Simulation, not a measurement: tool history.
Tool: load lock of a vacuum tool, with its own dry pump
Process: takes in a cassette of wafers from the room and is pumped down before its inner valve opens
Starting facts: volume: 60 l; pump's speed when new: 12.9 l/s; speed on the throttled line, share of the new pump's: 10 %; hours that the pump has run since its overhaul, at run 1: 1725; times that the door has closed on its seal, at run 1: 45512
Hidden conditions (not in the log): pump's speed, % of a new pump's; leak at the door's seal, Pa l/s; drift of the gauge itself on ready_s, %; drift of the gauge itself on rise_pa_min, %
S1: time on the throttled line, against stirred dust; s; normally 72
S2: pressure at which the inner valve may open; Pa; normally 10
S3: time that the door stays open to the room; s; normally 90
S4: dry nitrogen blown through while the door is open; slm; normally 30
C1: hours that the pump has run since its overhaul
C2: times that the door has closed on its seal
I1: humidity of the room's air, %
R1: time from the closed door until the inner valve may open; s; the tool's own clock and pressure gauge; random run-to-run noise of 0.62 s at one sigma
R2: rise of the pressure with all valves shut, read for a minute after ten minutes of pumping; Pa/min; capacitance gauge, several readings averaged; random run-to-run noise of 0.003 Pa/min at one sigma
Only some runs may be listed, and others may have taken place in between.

run 1 hour=0 | S1=72 S2=10 S3=90 S4=30 | C1=1725 C2=45512 | I1=42.9 | R1=108.1 R2=0.385
run 2 hour=109.9 | S1=72 S2=10 S3=90 S4=30 | C1=1835 C2=45936 | I1=45.6 | R1=109.5 R2=0.391
run 3 hour=217.3 | S1=72 S2=10 S3=90 S4=30 | C1=1942 C2=46349 | I1=47.8 | R1=109 R2=0.394
run 4 hour=310.1 | S1=72 S2=10 S3=90 S4=30 | C1=2035 C2=46707 | I1=46.9 | R1=109 R2=0.415
run 5 hour=437.3 | S1=72 S2=10 S3=90 S4=14 | C1=2162 C2=47197 | I1=46.6 | R1=108.4 R2=0.425
run 6 hour=542.6 | S1=72 S2=10 S3=90 S4=14 | C1=2267 C2=47603 | I1=46.1 | R1=109.5 R2=0.438
run 7 hour=674.7 | S1=72 S2=10 S3=90 S4=14 | C1=2399 C2=48112 | I1=49.3 | R1=109.2 R2=0.444
run 8 hour=741.5 | S1=72 S2=10 S3=90 S4=14 | C1=2466 C2=48369 | I1=43.9 | R1=108.8 R2=0.438
run 9 hour=817 | S1=72 S2=10 S3=90 S4=14 | C1=2542 C2=48660 | I1=44.1 | R1=109.6 R2=0.444
run 10 hour=922.2 | S1=72 S2=12 S3=90 S4=7 | C1=2647 C2=49065 | I1=43 | R1=108.6 R2=0.455
run 11 hour=1059.4 | S1=72 S2=12 S3=90 S4=7 | C1=2784 C2=49594 | I1=44.4 | R1=108.1 R2=0.468
run 12 hour=1186.4 | S1=72 S2=10 S3=143 S4=8 | C1=2911 C2=50083 | I1=46.2 | R1=107.9 R2=0.494
run 13 hour=1308.6 | S1=60 S2=13 S3=64 S4=4 | C1=3033 C2=50554 | I1=44.9 | R1=97 R2=0.469
run 14 hour=1453.5 | S1=60 S2=10 S3=168 S4=7 | C1=3178 C2=51112 | I1=43 | R1=99.7 R2=0.524
run 15 hour=1614.9 | S1=72 S2=10 S3=26 S4=5 | C1=3340 C2=51734 | I1=44.4 | R1=109.4 R2=0.464
run 16 hour=1715.9 | S1=72 S2=10 S3=26 S4=5 | C1=3441 C2=52123 | I1=43.8 | R1=109.5 R2=0.464

Alternative continuations, all from the tool just after run 16; predict every row:
run A hour=1828.5 | S1=80 S2=14 S3=158 S4=30 | C1=3553 C2=52558 | I1=44.4 | R1=? R2=?
run B hour=1828.5 | S1=72 S2=10 S3=240 S4=30 | C1=3553 C2=52558 | I1=45.7 | R1=? R2=?
run C hour=1828.5 | S1=72 S2=10 S3=90 S4=9 | C1=3553 C2=52558 | I1=44.3 | R1=? R2=?

run=A R1=115.3 R2=0.5
run=B R1=110.6 R2=0.521
run=C R1=110.3 R2=0.507
Without the tool's hidden state the same runs would have given:
run=A R1=113.4 R2=0.06
run=B R1=108.6 R2=0.079
run=C R1=108.3 R2=0.069

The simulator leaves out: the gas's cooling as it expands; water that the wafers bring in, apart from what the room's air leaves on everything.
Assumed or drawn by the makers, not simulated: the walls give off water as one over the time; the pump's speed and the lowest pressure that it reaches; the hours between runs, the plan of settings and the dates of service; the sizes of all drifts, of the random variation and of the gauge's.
